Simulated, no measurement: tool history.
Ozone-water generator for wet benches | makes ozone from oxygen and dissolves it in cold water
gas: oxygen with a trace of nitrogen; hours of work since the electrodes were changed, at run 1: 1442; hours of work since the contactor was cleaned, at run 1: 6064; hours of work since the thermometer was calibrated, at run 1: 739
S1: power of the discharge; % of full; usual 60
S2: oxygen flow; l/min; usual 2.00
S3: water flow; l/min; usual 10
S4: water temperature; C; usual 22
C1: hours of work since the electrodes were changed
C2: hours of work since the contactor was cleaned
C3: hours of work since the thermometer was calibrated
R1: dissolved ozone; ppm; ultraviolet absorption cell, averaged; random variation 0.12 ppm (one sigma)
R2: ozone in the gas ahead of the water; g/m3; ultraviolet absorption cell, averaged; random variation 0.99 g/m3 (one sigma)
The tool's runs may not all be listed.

run    hour  S1    S2  S3  S4    C1    C2    C3    R1     R2
  1     0.0  60  2.00  10  22  1442  6064   739  11.9  166.8
  2    57.7  60  2.00   7  22  1498  6120   795  16.1  168.2
  3   111.6  76  2.00  10  22  1550  6172   847  14.4  210.1
  4   158.6  60  1.69  10  22  1596  6218   893  11.1  176.9
  5   216.2  60  1.69  10  22  1652  6274   949  11.0  178.4
  6   269.1  60  2.00  10  22  1703  6326  1000  11.6  166.9
  7   312.8  60  1.48  10  22  1746  6368  1043  10.8  184.3
  8   373.7  60  1.48  10  22  1805  6427  1102  10.5  184.3
  9   430.6  60  1.48  10  22  1860  6482  1157  10.7  184.5
 10   491.3  60  2.00  10  22  1919  6541  1216  11.3  165.4
 11   538.9  60  2.00  10  22  1965  6588  1263  11.2  167.1
 12   584.1  60  2.00  10  22  2009  6632  1306  11.5  165.7
 13   634.7  60  2.00  10  22  2058  6681  1356  11.4  167.3
 14   673.3  60  2.00  10  22  2096  6718  1393  11.3  166.0
 15   708.2  60  2.00  10  22  2130  6752  1427  11.3  166.0
 16   746.9  60  2.00  10  22  2167  6790  1465  11.2  166.5
 17   802.9  60  2.00  10  22  2222  6844  1519  11.1  165.9
 18   847.2  60  1.42  13  20  2265  6887  1562   7.8  187.7
 19   894.0  78  2.98  13  20  2310  6933  1608  12.6  181.2
      902.7  -- contactor cleaned
 20   946.8  78  2.98  13  20  2358    43  1655  12.4  182.0
 21  1004.7  78  2.98  13  14  2414    99  1711  13.2  182.7
 22  1041.5  60  1.39  10  22  2450   135  1747  10.4  188.5
 23  1091.4  59  2.00  10  28  2498   183  1796  10.1  161.6
 24  1138.3  60  2.00   7  26  2544   229  1841  14.6  163.9
 25  1163.0  60  2.00   7  26  2568   253  1865  14.6  165.5
 26  1193.7  60  2.00  12  26  2598   283  1895   8.9  164.2
     1212.8  -- contactor cleaned, once more
 27  1223.1  60  2.00  12  26  2622    10  1920   9.2  164.2
 28  1273.4  60  2.00  12  26  2671    59  1969   9.1  163.6
 29  1298.3  44  1.49   6  20  2695    83  1993  13.7  137.3
 30  1358.2  44  1.49   6  20  2754   141  2051  13.3  138.5

Run 31 comes next. What will it give?
 31  1383.7  60  2.00   9  22  2778  166  2076   ?   ?

{"run 31": {"R1": 12.6, "R2": 163.6}}
Without the tool's hidden state the same run would have given R1 13.2 ppm, R2 171.0 g/m3.
